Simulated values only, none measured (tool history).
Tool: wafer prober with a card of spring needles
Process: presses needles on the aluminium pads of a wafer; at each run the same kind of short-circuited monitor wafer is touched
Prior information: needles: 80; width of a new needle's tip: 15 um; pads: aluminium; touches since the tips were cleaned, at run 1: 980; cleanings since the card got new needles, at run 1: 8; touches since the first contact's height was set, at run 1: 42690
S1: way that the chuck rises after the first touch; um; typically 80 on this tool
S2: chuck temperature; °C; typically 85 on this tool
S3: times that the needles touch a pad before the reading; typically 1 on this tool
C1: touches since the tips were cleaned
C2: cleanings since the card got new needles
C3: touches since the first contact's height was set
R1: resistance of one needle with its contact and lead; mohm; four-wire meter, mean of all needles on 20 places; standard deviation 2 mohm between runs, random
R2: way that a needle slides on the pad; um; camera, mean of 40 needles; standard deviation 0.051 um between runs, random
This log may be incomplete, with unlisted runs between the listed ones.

run	hour	S1	S2	S3	C1	C2	C3	R1	R2
1	0	80	85	1	980	8	42690	221	12.23
# hour 10: tips cleaned on abrasive film
2	14.3	80	85	1	1971	9	49137	217	12.19
# hour 22: tips cleaned on abrasive film
3	32.6	80	85	1	4816	10	57369	220	12.11
# hour 34: tips cleaned on abrasive film
# hour 45.5: tips cleaned on abrasive film
4	45.5	80	85	1	0	12	63115	221	12.25
# hour 56.7: tips cleaned on abrasive film
# hour 67.8: tips cleaned on abrasive film
5	71.8	80	85	1	1811	14	74934	219	12.18
# hour 78.8: tips cleaned on abrasive film
6	87	62	85	1	3708	15	81770	225	9.36
# hour 90.3: tips cleaned on abrasive film
# hour 101.3: tips cleaned on abrasive film
7	108.3	62	85	1	3173	17	91348	224	9.45
# hour 113.8: tips cleaned on abrasive film
# hour 125.1: tips cleaned on abrasive film
8	127.8	62	85	1	1237	19	100077	225	9.38
# hour 137.1: tips cleaned on abrasive film
# hour 148.6: tips cleaned on abrasive film
9	148.6	62	85	1	0	21	109404	225	9.47
# hour 159.9: tips cleaned on abrasive film
# hour 171.1: tips cleaned on abrasive film
10	173.6	80	45	1	1121	23	120616	209	12.16
# hour 182.7: tips cleaned on abrasive film
# hour 193.5: tips cleaned on abrasive film
11	193.5	80	85	1	0	25	129570	218	12.16
# hour 202.5: height of the first contact set anew
# hour 204.8: tips cleaned on abrasive film
# hour 216: tips cleaned on abrasive film
12	219.9	80	85	1	1764	27	7754	223	12.18
# hour 227.2: tips cleaned on abrasive film
# hour 238.8: tips cleaned on abrasive film
13	243.5	80	85	1	2163	29	18387	222	12.2
# hour 250.9: tips cleaned on abrasive film
# hour 262.3: tips cleaned on abrasive film
14	270.1	71	85	1	3501	31	30317	222	10.76
# hour 273.6: tips cleaned on abrasive film
# hour 286: tips cleaned on abrasive film
15	290.3	71	85	1	1977	33	39400	223	10.82
# hour 297.1: tips cleaned on abrasive film
# hour 308.6: tips cleaned on abrasive film
16	311.2	71	85	1	1150	35	48752	221	10.88
# hour 320.3: tips cleaned on abrasive film
# hour 331.6: tips cleaned on abrasive film
17	332.6	62	34	1	453	37	58380	210	9.38
# hour 344.6: tips cleaned on abrasive film
18	346.1	62	34	1	713	38	64448	214	9.46
# hour 356.5: tips cleaned on abrasive film
19	366.1	62	34	1	4353	39	73450	214	9.41
# hour 367.3: tips cleaned on abrasive film
# hour 379.2: tips cleaned on abrasive film
20	381.3	80	50	3	947	41	80246	208	12.12
# hour 392: tips cleaned on abrasive film
21	398.6	70	64	1	3008	42	88053	218	10.73
# hour 404.4: tips cleaned on abrasive film
22	414.9	78	112	1	4730	43	95365	232	11.86
# hour 416.2: tips cleaned on abrasive film
# hour 427.3: tips cleaned on abrasive film
23	432.4	78	112	1	2281	45	103194	228	11.85
# hour 438.6: tips cleaned on abrasive film
# hour 450: tips cleaned on abrasive film
24	457.3	80	85	3	3277	47	114386	214	12.12
# hour 462.4: tips cleaned on abrasive film
# hour 473.6: tips cleaned on abrasive film
25	474.8	80	69	1	543	49	122219	215	12.16
# hour 484.5: tips cleaned on abrasive film
26	487.2	80	69	1	1241	50	127822	219	12.12
# hour 495.4: tips cleaned on abrasive film
# hour 501: height of the first contact set anew
27	501.8	84	31	1	2749	51	356	205	12.86
# hour 507.4: tips cleaned on abrasive film
# hour 518.8: tips cleaned on abrasive film
28	523	80	51	1	1867	53	9850	211	12.22
# hour 530.7: tips cleaned on abrasive film
29	535.8	80	51	1	2277	54	15606	214	12.16
# hour 542.6: tips cleaned on abrasive film
30	549.4	89	85	1	3078	55	21750	219	13.55
# hour 554.3: tips cleaned on abrasive film
# hour 567: tips cleaned on abrasive film
31	573.7	71	85	2	3032	57	32649	221	10.77

What differs in the tool's unlogged condition from the final listed run ahead of each entry between runs to the first listed run following it?
Run 1 -> run 2: tips cleaned on abrasive film (hour 10)
  debris on the tips, nm: 1.4 -> 1.8; way that the needles fall short of the set height, um: 0.06 -> 0.07; tips' diameter, um: 15.02 -> 15.03
Run 2 -> run 3: tips cleaned on abrasive film (hour 22)
  debris on the tips, nm: 1.8 -> 3.2; way that the needles fall short of the set height, um: 0.07 -> 0.08
Run 3 -> run 4: tips cleaned on abrasive film (hour 34); tips cleaned on abrasive film (hour 45.5)
  debris on the tips, nm: 3.2 -> 0.3; way that the needles fall short of the set height, um: 0.08 -> 0.1
Run 4 -> run 5: tips cleaned on abrasive film (hour 56.7); tips cleaned on abrasive film (hour 67.8)
  debris on the tips, nm: 0.3 -> 1.8; way that the needles fall short of the set height, um: 0.1 -> 0.11; tips' diameter, um: 15.03 -> 15.04
Run 5 -> run 6: tips cleaned on abrasive film (hour 78.8)
  debris on the tips, nm: 1.8 -> 2.7; way that the needles fall short of the set height, um: 0.11 -> 0.12
Run 6 -> run 7: tips cleaned on abrasive film (hour 90.3); tips cleaned on abrasive film (hour 101.3)
  debris on the tips, nm: 2.7 -> 2.6; way that the needles fall short of the set height, um: 0.12 -> 0.13; tips' diameter, um: 15.04 -> 15.05
Run 7 -> run 8: tips cleaned on abrasive film (hour 113.8); tips cleaned on abrasive film (hour 125.1)
  debris on the tips, nm: 2.6 -> 1.4; way that the needles fall short of the set height, um: 0.13 -> 0.15
Run 8 -> run 9: tips cleaned on abrasive film (hour 137.1); tips cleaned on abrasive film (hour 148.6)
  debris on the tips, nm: 1.4 -> 0.2; way that the needles fall short of the set height, um: 0.15 -> 0.17; tips' diameter, um: 15.05 -> 15.06
Run 9 -> run 10: tips cleaned on abrasive film (hour 159.9); tips cleaned on abrasive film (hour 171.1)
  debris on the tips, nm: 0.2 -> 1.3; way that the needles fall short of the set height, um: 0.17 -> 0.18
Run 10 -> run 11: tips cleaned on abrasive film (hour 182.7); tips cleaned on abrasive film (hour 193.5)
  debris on the tips, nm: 1.3 -> 0.3; way that the needles fall short of the set height, um: 0.18 -> 0.2; tips' diameter, um: 15.06 -> 15.07
Run 11 -> run 12: height of the first contact set anew (hour 202.5); tips cleaned on abrasive film (hour 204.8); tips cleaned on abrasive film (hour 216)
  debris on the tips, nm: 0.3 -> 1.5; way that the needles fall short of the set height, um: 0.2 -> 0.02
Run 12 -> run 13: tips cleaned on abrasive film (hour 227.2); tips cleaned on abrasive film (hour 238.8)
  debris on the tips, nm: 1.5 -> 1.9; way that the needles fall short of the set height, um: 0.02 -> 0.03; tips' diameter, um: 15.07 -> 15.08
Run 13 -> run 14: tips cleaned on abrasive film (hour 250.9); tips cleaned on abrasive film (hour 262.3)
  debris on the tips, nm: 1.9 -> 2.9; way that the needles fall short of the set height, um: 0.03 -> 0.05; tips' diameter, um: 15.08 -> 15.09
Run 14 -> run 15: tips cleaned on abrasive film (hour 273.6); tips cleaned on abrasive film (hour 286)
  debris on the tips, nm: 2.9 -> 1.9; way that the needles fall short of the set height, um: 0.05 -> 0.07
Run 15 -> run 16: tips cleaned on abrasive film (hour 297.1); tips cleaned on abrasive film (hour 308.6)
  debris on the tips, nm: 1.9 -> 1.3; way that the needles fall short of the set height, um: 0.07 -> 0.08; tips' diameter, um: 15.09 -> 15.1
Run 16 -> run 17: tips cleaned on abrasive film (hour 320.3); tips cleaned on abrasive film (hour 331.6)
  debris on the tips, nm: 1.3 -> 0.9; way that the needles fall short of the set height, um: 0.08 -> 0.09
Run 17 -> run 18: tips cleaned on abrasive film (hour 344.6)
  debris on the tips, nm: 0.9 -> 0.8; way that the needles fall short of the set height, um: 0.09 -> 0.1
Run 18 -> run 19: tips cleaned on abrasive film (hour 356.5)
  debris on the tips, nm: 0.8 -> 3.1; way that the needles fall short of the set height, um: 0.1 -> 0.11; tips' diameter, um: 15.1 -> 15.11
Run 19 -> run 20: tips cleaned on abrasive film (hour 367.3); tips cleaned on abrasive film (hour 379.2)
  debris on the tips, nm: 3.1 -> 1.3; way that the needles fall short of the set height, um: 0.11 -> 0.13
Run 20 -> run 21: tips cleaned on abrasive film (hour 392)
  debris on the tips, nm: 1.3 -> 2.7
Run 21 -> run 22: tips cleaned on abrasive film (hour 404.4)
  debris on the tips, nm: 2.7 -> 3.1; way that the needles fall short of the set height, um: 0.13 -> 0.14; tips' diameter, um: 15.11 -> 15.12
Run 22 -> run 23: tips cleaned on abrasive film (hour 416.2); tips cleaned on abrasive film (hour 427.3)
  debris on the tips, nm: 3.1 -> 2; way that the needles fall short of the set height, um: 0.14 -> 0.16
Run 23 -> run 24: tips cleaned on abrasive film (hour 438.6); tips cleaned on abrasive film (hour 450)
  debris on the tips, nm: 2 -> 2.6; way that the needles fall short of the set height, um: 0.16 -> 0.17; tips' diameter, um: 15.12 -> 15.13
Run 24 -> run 25: tips cleaned on abrasive film (hour 462.4); tips cleaned on abrasive film (hour 473.6)
  debris on the tips, nm: 2.6 -> 1; way that the needles fall short of the set height, um: 0.17 -> 0.19
Run 25 -> run 26: tips cleaned on abrasive film (hour 484.5)
  debris on the tips, nm: 1 -> 1.5; way that the needles fall short of the set height, um: 0.19 -> 0.2; tips' diameter, um: 15.13 -> 15.14
Run 26 -> run 27: tips cleaned on abrasive film (hour 495.4); height of the first contact set anew (hour 501)
  debris on the tips, nm: 1.5 -> 2.4; way that the needles fall short of the set height, um: 0.2 -> 0
Run 27 -> run 28: tips cleaned on abrasive film (hour 507.4); tips cleaned on abrasive film (hour 518.8)
  debris on the tips, nm: 2.4 -> 1.8; way that the needles fall short of the set height, um: 0 -> 0.01; tips' diameter, um: 15.14 -> 15.15
Run 28 -> run 29: tips cleaned on abrasive film (hour 530.7)
  debris on the tips, nm: 1.8 -> 2.1; way that the needles fall short of the set height, um: 0.01 -> 0.02
Run 29 -> run 30: tips cleaned on abrasive film (hour 542.6)
  debris on the tips, nm: 2.1 -> 2.8; way that the needles fall short of the set height, um: 0.02 -> 0.03
Run 30 -> run 31: tips cleaned on abrasive film (hour 554.3); tips cleaned on abrasive film (hour 567)
  debris on the tips, nm: 2.8 -> 2.3; way that the needles fall short of the set height, um: 0.03 -> 0.05; tips' diameter, um: 15.15 -> 15.16
